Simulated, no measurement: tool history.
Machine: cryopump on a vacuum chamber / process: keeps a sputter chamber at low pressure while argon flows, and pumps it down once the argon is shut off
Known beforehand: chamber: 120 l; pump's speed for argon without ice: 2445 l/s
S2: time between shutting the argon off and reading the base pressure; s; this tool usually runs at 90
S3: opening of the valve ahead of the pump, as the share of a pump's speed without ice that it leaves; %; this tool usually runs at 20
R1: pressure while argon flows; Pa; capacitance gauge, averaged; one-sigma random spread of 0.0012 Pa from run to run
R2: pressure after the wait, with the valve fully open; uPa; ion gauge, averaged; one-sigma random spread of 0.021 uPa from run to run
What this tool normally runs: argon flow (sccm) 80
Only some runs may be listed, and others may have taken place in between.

{"run": 1, "hour": 0.0, "argon flow (sccm)": 80, "S2": 90, "S3": 20, "R1": 0.2899, "R2": 0.5}
{"run": 2, "hour": 111.2, "argon flow (sccm)": 80, "S2": 90, "S3": 20, "R1": 0.2918, "R2": 0.54}
{"run": 3, "hour": 208.8, "argon flow (sccm)": 80, "S2": 90, "S3": 20, "R1": 0.2943, "R2": 0.53}
{"run": 4, "hour": 321.9, "argon flow (sccm)": 80, "S2": 90, "S3": 20, "R1": 0.2956, "R2": 0.52}
{"run": 5, "hour": 382.4, "argon flow (sccm)": 35, "S2": 90, "S3": 20, "R1": 0.1308, "R2": 0.55}
{"run": 6, "hour": 449.5, "argon flow (sccm)": 80, "S2": 197, "S3": 20, "R1": 0.2965, "R2": 0.4}
{"hour": 492.3, "done": "pump warmed up, emptied and cooled again"}
{"run": 7, "hour": 544.9, "argon flow (sccm)": 70, "S2": 90, "S3": 20, "R1": 0.2411, "R2": 0.49}
{"run": 8, "hour": 640.7, "argon flow (sccm)": 59, "S2": 54, "S3": 20, "R1": 0.2054, "R2": 0.67}
{"run": 9, "hour": 755.9, "argon flow (sccm)": 59, "S2": 54, "S3": 20, "R1": 0.2067, "R2": 0.68}
{"run": 10, "hour": 862.4, "argon flow (sccm)": 107, "S2": 274, "S3": 20, "R1": 0.3772, "R2": 0.33}
{"run": 11, "hour": 972.3, "argon flow (sccm)": 80, "S2": 60, "S3": 31, "R1": 0.1857, "R2": 0.65}
{"run": 12, "hour": 1051.6, "argon flow (sccm)": 72, "S2": 90, "S3": 23, "R1": 0.2223, "R2": 0.56}
{"run": 13, "hour": 1154.4, "argon flow (sccm)": 72, "S2": 90, "S3": 23, "R1": 0.2263, "R2": 0.56}
{"run": 14, "hour": 1210.0, "argon flow (sccm)": 41, "S2": 30, "S3": 25, "R1": 0.1177, "R2": 1.05}

What if the next run were any one of these 5? Each begins from the tool's condition after run 14:
{"run": "A", "hour": 1336.9, "argon flow (sccm)": 152, "S2": 28, "S3": 40, "R1": "?", "R2": "?"}
{"run": "B", "hour": 1336.9, "argon flow (sccm)": 74, "S2": 121, "S3": 29, "R1": "?", "R2": "?"}
{"run": "C", "hour": 1336.9, "argon flow (sccm)": 107, "S2": 30, "S3": 25, "R1": "?", "R2": "?"}
{"run": "D", "hour": 1336.9, "argon flow (sccm)": 115, "S2": 30, "S3": 47, "R1": "?", "R2": "?"}
{"run": "E", "hour": 1336.9, "argon flow (sccm)": 41, "S2": 105, "S3": 25, "R1": "?", "R2": "?"}

run=A R1=0.2870 R2=1.13
run=B R1=0.1895 R2=0.53
run=C R1=0.3135 R2=1.13
run=D R1=0.1871 R2=1.08
run=E R1=0.1188 R2=0.59
With no hidden state in the tool, these same runs would have given:
run=A R1=0.2637 R2=0.94
run=B R1=0.1782 R2=0.34
run=C R1=0.2971 R2=0.93
run=D R1=0.1696 R2=0.88
run=E R1=0.1125 R2=0.40
